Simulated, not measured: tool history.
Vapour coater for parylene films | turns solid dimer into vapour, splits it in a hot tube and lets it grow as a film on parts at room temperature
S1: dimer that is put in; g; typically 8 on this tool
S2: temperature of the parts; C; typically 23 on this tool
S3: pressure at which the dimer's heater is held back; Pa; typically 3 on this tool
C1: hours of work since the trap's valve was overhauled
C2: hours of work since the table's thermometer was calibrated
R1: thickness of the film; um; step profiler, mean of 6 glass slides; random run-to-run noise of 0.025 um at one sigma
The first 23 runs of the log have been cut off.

| run | day | S1 | S2 | S3 | C1 | C2 | R1 |
|---|---|---|---|---|---|---|---|
| 24 | 16.904 | 8 | 22 | 4.85 | 385 | 455 | 1.53 |
| 25 | 17.796 | 5 | 35 | 4.85 | 396 | 466 | 0.72 |
| 26 | 18.875 | 6 | 22 | 2.26 | 409 | 480 | 1.33 |
| 27 | 19.912 | 6 | 22 | 2.26 | 422 | 492 | 1.27 |
| 28 | 20.883 | 4 | 23 | 11.24 | 434 | 504 | 0.68 |
| 29 | 21.4 | 6 | 15 | 3 | 440 | 510 | 1.47 |
| 30 | 22.246 | 4 | 32 | 3 | 450 | 521 | 0.61 |
| 31 | 22.75 | 8 | 17 | 9.72 | 457 | 527 | 1.5 |
| 32 | 23.625 | 6 | 33 | 4.56 | 467 | 538 | 0.88 |
| 33 | 24.471 | 14 | 15 | 4.32 | 478 | 548 | 3.15 |
| 34 | 25.138 | 14 | 15 | 4.32 | 486 | 556 | 3.12 |
| 35 | 25.692 | 14 | 15 | 4.32 | 493 | 563 | 3.12 |
| 36 | 26.238 | 12 | 27 | 3 | 499 | 570 | 2.14 |
| 37 | 26.692 | 12 | 27 | 3 | 505 | 575 | 2.13 |
| 38 | 27.662 | 4 | 23 | 2.58 | 517 | 587 | 0.79 |
| 39 | 28.221 | 8 | 27 | 6.36 | 523 | 594 | 1.26 |
| 40 | 28.858 | 7 | 27 | 2.92 | 531 | 602 | 1.29 |
|  | 29.462 | trap's valve overhauled |
| 41 | 29.642 | 7 | 27 | 2.92 | 2 | 609 | 1.43 |

Predict each of these 3 candidate next runs independently; none follows another, all start after run 41:
| A | 30.196 | 10 | 27 | 3.4 | 9 | 616 | ? |
| B | 30.196 | 4 | 15 | 3 | 9 | 616 | ? |
| C | 30.196 | 7 | 15 | 4.73 | 9 | 616 | ? |

| run | R1 |
|---|---|
| A | 2.02 |
| B | 1.09 |
| C | 1.76 |
With the hidden condition removed and each run's random variation left untouched, the same runs would have given:
| run | R1 |
|---|---|
| A | 2.02 |
| B | 1.09 |
| C | 1.77 |

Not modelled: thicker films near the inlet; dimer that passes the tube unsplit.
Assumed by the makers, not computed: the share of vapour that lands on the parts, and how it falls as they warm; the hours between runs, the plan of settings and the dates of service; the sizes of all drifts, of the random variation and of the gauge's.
